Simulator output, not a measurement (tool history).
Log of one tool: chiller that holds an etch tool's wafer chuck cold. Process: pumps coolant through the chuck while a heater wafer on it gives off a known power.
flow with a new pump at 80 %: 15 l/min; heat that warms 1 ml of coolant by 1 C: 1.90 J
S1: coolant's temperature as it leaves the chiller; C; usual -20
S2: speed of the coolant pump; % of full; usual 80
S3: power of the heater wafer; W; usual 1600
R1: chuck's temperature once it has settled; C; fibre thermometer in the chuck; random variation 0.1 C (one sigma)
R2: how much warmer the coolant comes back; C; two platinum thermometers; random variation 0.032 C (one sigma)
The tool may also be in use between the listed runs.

run    hour   S1  S2    S3     R1    R2
  1     0.0  -20  80  1600   -6.6  3.41
  2    61.0  -20  80  1600   -6.7  3.36
  3   163.5  -20  80  1600   -6.7  3.34
  4   258.8  -20  80  1600   -6.8  3.40
  5   356.4  -20  80  1600   -6.6  3.32
  6   408.6  -20  80  1600   -6.9  3.32
  7   516.2  -11  80  1600    2.4  3.40
  8   621.1  -20  96  1600   -8.4  2.72
  9   698.8  -20  96  1600   -8.5  2.76
 10   806.9  -20  96  1600   -8.6  2.73
 11   902.0  -20  96  1600   -8.6  2.74
 12  1025.2  -20  80  1600   -6.6  3.33
 13  1123.8  -20  80  1600   -6.7  3.29
 14  1175.9  -20  80  1600   -6.7  3.30
 15  1248.1  -20  80  1091  -10.9  2.27
 16  1312.7  -20  80  1091  -11.1  2.24
 17  1396.5  -20  63  1600   -4.1  4.28
 18  1448.3  -29  67   959  -19.9  2.38
 19  1499.7  -28  80  2169   -9.9  4.47
 20  1613.8  -20  80   821  -13.4  1.65
 21  1724.1  -20  80   821  -13.3  1.65
 22  1794.0  -20  80   821  -13.3  1.67
 23  1857.8  -20  80   821  -13.0  1.65
     1893.1  -- chiller's thermometer calibrated
 24  1909.9  -20  80   821  -13.2  1.59
 25  2020.2  -18  77  2397    2.6  5.20
 26  2089.7  -13  69  2381    9.1  5.81
 27  2160.6  -13  69  2381    9.2  5.78
 28  2219.1  -24  86  1600  -11.2  3.04
 29  2307.0  -20  62  1749   -2.2  4.68
 30  2369.4  -20  62  1749   -2.2  4.69
 31  2423.5  -20  62  1749   -2.4  4.73
 32  2490.3  -20  80  1749   -5.3  3.51

The same runs without the tool's hidden state, with the same run-to-run variation:
The hidden state here: heat passed by the chuck's channels, % of clean ones'; flow at a given pump speed, % of a new pump's; coolant's true temperature over the reading, C; drift of the gauge itself on chuck_c, C; drift of the gauge itself on warmer_back_c, C.
run    R2
  1  3.41
  2  3.36
  3  3.35
  4  3.41
  5  3.34
  6  3.34
  7  3.43
  8  2.76
  9  2.80
 10  2.78
 11  2.79
 12  3.39
 13  3.36
 14  3.37
 15  2.35
 16  2.32
 17  4.36
 18  2.47
 19  4.55
 20  1.74
 21  1.75
 22  1.77
 23  1.76
 24  1.70
 25  5.32
 26  5.93
 27  5.90
 28  3.16
 29  4.81
 30  4.83
 31  4.87
 32  3.66
R1: within 0.1 C of the measured result in every run.

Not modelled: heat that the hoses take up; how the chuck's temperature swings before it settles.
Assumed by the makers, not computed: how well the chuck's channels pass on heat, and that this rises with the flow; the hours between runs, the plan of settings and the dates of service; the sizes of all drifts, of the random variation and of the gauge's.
